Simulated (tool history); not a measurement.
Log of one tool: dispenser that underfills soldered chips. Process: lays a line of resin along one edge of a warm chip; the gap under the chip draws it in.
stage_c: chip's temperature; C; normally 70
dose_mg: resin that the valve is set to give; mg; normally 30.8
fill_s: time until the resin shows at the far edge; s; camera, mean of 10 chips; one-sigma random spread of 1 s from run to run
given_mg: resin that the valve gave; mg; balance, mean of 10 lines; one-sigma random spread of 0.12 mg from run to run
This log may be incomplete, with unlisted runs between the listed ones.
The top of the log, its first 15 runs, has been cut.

run	hour	stage_c	dose_mg	hours of work since the syringe was changed	hours of work since the valve was cleaned	hours of work since the stage was calibrated	fill_s	given_mg
# hour 63.2: new syringe of resin
16	68.8	70	26.7	4	17	70	139.8	26.36
17	72.4	70	30.8	7	20	73	168.7	30.44
# hour 73.5: new syringe of resin
18	78.4	70	30.8	4	24	77	131	30.34
# hour 84.3: new syringe of resin
19	84.4	58	28.7	0	28	82	170.1	28.38
20	90.7	58	28.7	5	33	86	249.7	28.36
# hour 94.7: new syringe of resin
21	96.8	55	35.1	2	37	91	207.1	34.3
22	102.5	55	35.1	6	41	95	291.5	34.29
# hour 105.3: new syringe of resin
23	107.1	81	29.8	1	45	98	70.6	29.18
24	113.2	63	27.7	6	49	103	220.3	27.03
# hour 115.8: new syringe of resin
25	118.8	70	29.9	2	53	107	116.6	29.2
26	123.7	77	32.2	6	57	110	119.4	31.32
# hour 126: new syringe of resin
27	127.2	81	35.2	1	59	113	67.5	34.23
28	131.5	57	34.9	4	62	116	234.4	33.8
# hour 136.4: new syringe of resin
29	137.6	57	38.7	1	67	120	177.9	37.3

What will run 30 give?
30	142.3	57	38.7	4	70	124	?	?

Run 30 measured fill_s 235.9 s, given_mg 37.39 mg.
Take away the tool's hidden state, keep the run-to-run variation as it was, and the same run would have given fill_s 165.5 s, given_mg 38.72 mg.
